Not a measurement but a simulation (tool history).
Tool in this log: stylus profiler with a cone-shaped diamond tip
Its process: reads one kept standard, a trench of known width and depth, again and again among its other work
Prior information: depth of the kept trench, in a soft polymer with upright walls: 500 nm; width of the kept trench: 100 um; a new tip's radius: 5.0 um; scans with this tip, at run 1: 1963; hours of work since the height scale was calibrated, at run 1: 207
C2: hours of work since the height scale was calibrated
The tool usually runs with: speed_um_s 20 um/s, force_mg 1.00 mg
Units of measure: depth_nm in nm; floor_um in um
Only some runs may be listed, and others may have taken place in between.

Run 1, hour 0.0: usual settings; scans with this tip 1963; C2 207. Result: depth_nm 502.77 nm, floor_um 95.20 um.
Run 2, hour 68.0: usual settings but force_mg 1.31 mg; scans with this tip 2256; C2 238. Result: depth_nm 503.27 nm, floor_um 95.22 um.
Run 3, hour 131.8: usual settings; scans with this tip 2531; C2 267. Result: depth_nm 503.03 nm, floor_um 95.13 um.
Run 4, hour 210.3: usual settings but force_mg 1.41 mg; scans with this tip 2869; C2 302. Result: depth_nm 503.65 nm, floor_um 95.12 um.
Run 5, hour 293.3: usual settings but force_mg 1.41 mg; scans with this tip 3227; C2 340. Result: depth_nm 503.64 nm, floor_um 95.13 um.
Run 6, hour 352.1: usual settings but speed_um_s 14 um/s, force_mg 2.06 mg; scans with this tip 3480; C2 367. Result: depth_nm 504.59 nm, floor_um 95.12 um.
Run 7, hour 431.9: usual settings but speed_um_s 14 um/s, force_mg 2.06 mg; scans with this tip 3824; C2 403. Result: depth_nm 505.05 nm, floor_um 95.05 um.
Run 8, hour 513.9: usual settings but speed_um_s 33 um/s, force_mg 2.96 mg; scans with this tip 4178; C2 440. Result: depth_nm 506.13 nm, floor_um 95.02 um.
Run 9, hour 592.9: usual settings but speed_um_s 33 um/s, force_mg 2.96 mg; scans with this tip 4518; C2 476. Result: depth_nm 506.03 nm, floor_um 94.96 um.
Run 10, hour 682.0: usual settings but speed_um_s 5 um/s, force_mg 0.40 mg; scans with this tip 4903; C2 516. Result: depth_nm 502.42 nm, floor_um 94.97 um.

What if the next run were any one of these 3? Each begins from the tool's condition after run 10:
Run A, hour 764.1: usual settings but speed_um_s 25 um/s; scans with this tip 5257; C2 554. Result: depth_nm ?, floor_um ?.
Run B, hour 764.1: usual settings but speed_um_s 6 um/s; scans with this tip 5257; C2 554. Result: depth_nm ?, floor_um ?.
Run C, hour 764.1: usual settings but speed_um_s 5 um/s, force_mg 1.30 mg; scans with this tip 5257; C2 554. Result: depth_nm ?, floor_um ?.

run  depth_nm  floor_um
  A    503.57     94.78
  B    503.51     94.90
  C    503.89     94.94
Without the tool's unlogged condition, the same runs would have read:
run  depth_nm  floor_um
  A    502.48     95.42
  B    502.42     95.54
  C    502.81     95.57

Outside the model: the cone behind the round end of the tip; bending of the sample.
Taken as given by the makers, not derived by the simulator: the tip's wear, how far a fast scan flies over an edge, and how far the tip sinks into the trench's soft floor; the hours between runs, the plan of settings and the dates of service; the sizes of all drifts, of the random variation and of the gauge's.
